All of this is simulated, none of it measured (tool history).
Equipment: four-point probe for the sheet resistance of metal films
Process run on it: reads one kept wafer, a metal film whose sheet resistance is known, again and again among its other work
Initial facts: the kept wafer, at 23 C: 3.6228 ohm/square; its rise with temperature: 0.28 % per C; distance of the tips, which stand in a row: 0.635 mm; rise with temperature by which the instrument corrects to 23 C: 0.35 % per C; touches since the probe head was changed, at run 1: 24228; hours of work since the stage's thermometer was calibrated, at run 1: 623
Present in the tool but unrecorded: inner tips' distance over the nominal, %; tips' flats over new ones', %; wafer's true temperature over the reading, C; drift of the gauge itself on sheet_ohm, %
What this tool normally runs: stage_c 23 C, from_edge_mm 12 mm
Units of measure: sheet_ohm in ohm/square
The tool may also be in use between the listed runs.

| run | hour | stage_c | from_edge_mm | touches since the probe head was changed | hours of work since the stage's thermometer was calibrated | sheet_ohm |
|---|---|---|---|---|---|---|
| 1 | 0.0 | 23 | 12 | 24228 | 623 | 3.625600 |
| 2 | 18.5 | 23 | 12 | 24809 | 637 | 3.624998 |
| 3 | 31.6 | 23 | 4 | 25223 | 647 | 3.667895 |
| 4 | 55.4 | 23 | 4 | 25970 | 664 | 3.667825 |
| 5 | 69.9 | 23 | 4 | 26425 | 675 | 3.667386 |
| 6 | 88.2 | 23 | 4 | 27003 | 689 | 3.667654 |
| 7 | 110.6 | 20 | 12 | 27708 | 706 | 3.630608 |
| 8 | 141.4 | 20 | 12 | 28676 | 729 | 3.630345 |
| 9 | 160.0 | 20 | 12 | 29261 | 744 | 3.630806 |
| 10 | 177.7 | 20 | 12 | 29817 | 757 | 3.630767 |
| 11 | 201.0 | 23 | 12 | 30551 | 775 | 3.624656 |
| 12 | 214.2 | 23 | 12 | 30963 | 784 | 3.623841 |
| 13 | 230.0 | 23 | 12 | 31463 | 796 | 3.624741 |
| 14 | 245.1 | 23 | 12 | 31937 | 808 | 3.623156 |
| 15 | 271.4 | 23 | 12 | 32764 | 828 | 3.622799 |
| 16 | 298.4 | 23 | 12 | 33614 | 848 | 3.623192 |
| 17 | 320.7 | 18 | 12 | 34313 | 865 | 3.635537 |
| 18 | 339.8 | 23 | 12 | 34917 | 879 | 3.623278 |
| 19 | 360.8 | 23 | 61 | 35574 | 895 | 3.616773 |
| 20 | 386.8 | 23 | 61 | 36395 | 915 | 3.617033 |
| 21 | 408.3 | 23 | 61 | 37069 | 931 | 3.617746 |
| 22 | 437.8 | 23 | 61 | 37998 | 953 | 3.616890 |
| 23 | 460.7 | 23 | 12 | 38717 | 971 | 3.621670 |
| 24 | 485.0 | 34 | 4 | 39481 | 989 | 3.639475 |
| 25 | 504.7 | 24 | 39 | 40100 | 1004 | 3.613197 |
| 26 | 534.8 | 19 | 35 | 41048 | 1027 | 3.625279 |
| 27 | 558.3 | 19 | 35 | 41788 | 1045 | 3.626439 |
| 28 | 579.0 | 19 | 9 | 42439 | 1060 | 3.634417 |
| 29 | 600.9 | 30 | 26 | 43127 | 1077 | 3.600944 |
| 30 | 614.0 | 30 | 21 | 43540 | 1087 | 3.601141 |
| 31 | 639.9 | 25 | 6 | 44353 | 1106 | 3.632872 |
| 32 | 669.8 | 35 | 5 | 45294 | 1129 | 3.619700 |
| 33 | 694.7 | 20 | 30 | 46076 | 1148 | 3.622852 |
| 34 | 709.2 | 19 | 8 | 46532 | 1159 | 3.635848 |
| 35 | 728.4 | 24 | 30 | 47137 | 1173 | 3.613381 |
| 36 | 749.9 | 24 | 30 | 47814 | 1189 | 3.612353 |
| 37 | 764.6 | 33 | 24 | 48274 | 1200 | 3.594387 |
| 38 | 777.6 | 20 | 6 | 48683 | 1210 | 3.643502 |
| 39 | 795.7 | 35 | 20 | 49254 | 1224 | 3.588957 |
| 40 | 810.3 | 29 | 73 | 49712 | 1235 | 3.601109 |
| 41 | 836.8 | 22 | 5 | 50545 | 1255 | 3.647739 |
| 42 | 855.3 | 23 | 6 | 51127 | 1269 | 3.635941 |
| 43 | 872.5 | 21 | 12 | 51669 | 1282 | 3.623431 |
| 44 | 903.1 | 34 | 69 | 52632 | 1305 | 3.589377 |
| 45 | 924.5 | 33 | 47 | 53305 | 1321 | 3.591359 |

Selected run-to-run steps in sheet_ohm, each split into two signed amounts: the part the tool would show with no hidden state at all (from settings, incoming material and random variation), and the remainder, which goes to the hidden state together with any gauge scatter not common to the measured and the hidden-state-free results:
Run 32 -> 33: stage_c 35 -> 20, from_edge_mm 5 -> 30. sheet_ohm +0.003152 ohm/square: hidden state -0.000402, all else +0.003554.
Run 37 -> 38: stage_c 33 -> 20, from_edge_mm 24 -> 6. sheet_ohm +0.049115 ohm/square: hidden state -0.000410, all else +0.049525.
Run 38 -> 39: stage_c 20 -> 35, from_edge_mm 6 -> 20. sheet_ohm -0.054545 ohm/square: hidden state +0.000219, all else -0.054764.
Run 40 -> 41: stage_c 29 -> 22, from_edge_mm 73 -> 5. sheet_ohm +0.046630 ohm/square: hidden state -0.000426, all else +0.047056.
